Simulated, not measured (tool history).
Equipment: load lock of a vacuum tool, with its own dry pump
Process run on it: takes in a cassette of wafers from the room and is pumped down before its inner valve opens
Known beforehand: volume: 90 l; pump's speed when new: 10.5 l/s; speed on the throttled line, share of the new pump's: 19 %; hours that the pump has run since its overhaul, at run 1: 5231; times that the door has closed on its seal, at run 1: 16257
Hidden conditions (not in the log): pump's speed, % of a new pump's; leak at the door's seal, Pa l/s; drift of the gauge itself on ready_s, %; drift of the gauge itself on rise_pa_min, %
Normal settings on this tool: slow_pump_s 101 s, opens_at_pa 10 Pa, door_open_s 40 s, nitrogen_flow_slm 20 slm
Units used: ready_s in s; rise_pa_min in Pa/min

| run | hour | slow_pump_s | opens_at_pa | door_open_s | nitrogen_flow_slm | hours that the pump has run since its overhaul | times that the door has closed on its seal | incoming humidity of the room's air, % | ready_s | rise_pa_min |
|---|---|---|---|---|---|---|---|---|---|---|
| 1 | 0.0 | 101 | 10 | 40 | 20 | 5231 | 16257 | 41.8 | 169.0 | 0.069 |
| 2 | 76.2 | 59 | 10 | 40 | 20 | 5307 | 16617 | 46.0 | 136.7 | 0.072 |
| 3 | 198.2 | 59 | 14 | 40 | 20 | 5429 | 17193 | 46.0 | 133.6 | 0.081 |
| 4 | 313.6 | 101 | 10 | 40 | 20 | 5545 | 17738 | 44.8 | 170.6 | 0.076 |
| 5 | 439.8 | 101 | 10 | 40 | 20 | 5671 | 18334 | 46.7 | 171.1 | 0.081 |
| 6 | 596.9 | 101 | 10 | 40 | 20 | 5828 | 19076 | 43.4 | 171.9 | 0.090 |
| 7 | 748.0 | 101 | 10 | 40 | 20 | 5979 | 19790 | 44.5 | 170.8 | 0.094 |
| 8 | 861.8 | 101 | 10 | 40 | 20 | 6093 | 20327 | 45.9 | 171.1 | 0.090 |
| 9 | 983.8 | 101 | 10 | 44 | 20 | 6215 | 20903 | 50.4 | 170.5 | 0.095 |
| 10 | 1064.7 | 111 | 13 | 71 | 32 | 6296 | 21285 | 42.9 | 176.4 | 0.099 |
| 11 | 1192.7 | 111 | 13 | 71 | 32 | 6424 | 21890 | 42.2 | 177.3 | 0.102 |
| 12 | 1271.4 | 51 | 8 | 131 | 8 | 6502 | 22262 | 44.5 | 134.4 | 0.127 |
| 13 | 1381.4 | 51 | 8 | 131 | 8 | 6612 | 22781 | 44.6 | 136.0 | 0.135 |
| 14 | 1539.4 | 51 | 8 | 131 | 8 | 6770 | 23527 | 42.2 | 137.1 | 0.130 |
| 15 | 1608.6 | 56 | 10 | 126 | 17 | 6840 | 23854 | 47.1 | 136.6 | 0.130 |

The same runs without the tool's hidden state, with the same run-to-run variation:
| run | ready_s | rise_pa_min |
|---|---|---|
| 1 | 160.9 | 0.012 |
| 2 | 127.4 | 0.013 |
| 3 | 124.7 | 0.019 |
| 4 | 162.0 | 0.012 |
| 5 | 162.2 | 0.014 |
| 6 | 162.8 | 0.018 |
| 7 | 161.6 | 0.019 |
| 8 | 161.6 | 0.012 |
| 9 | 160.9 | 0.014 |
| 10 | 167.3 | 0.016 |
| 11 | 167.9 | 0.016 |
| 12 | 122.5 | 0.039 |
| 13 | 123.8 | 0.040 |
| 14 | 124.5 | 0.034 |
| 15 | 124.5 | 0.028 |
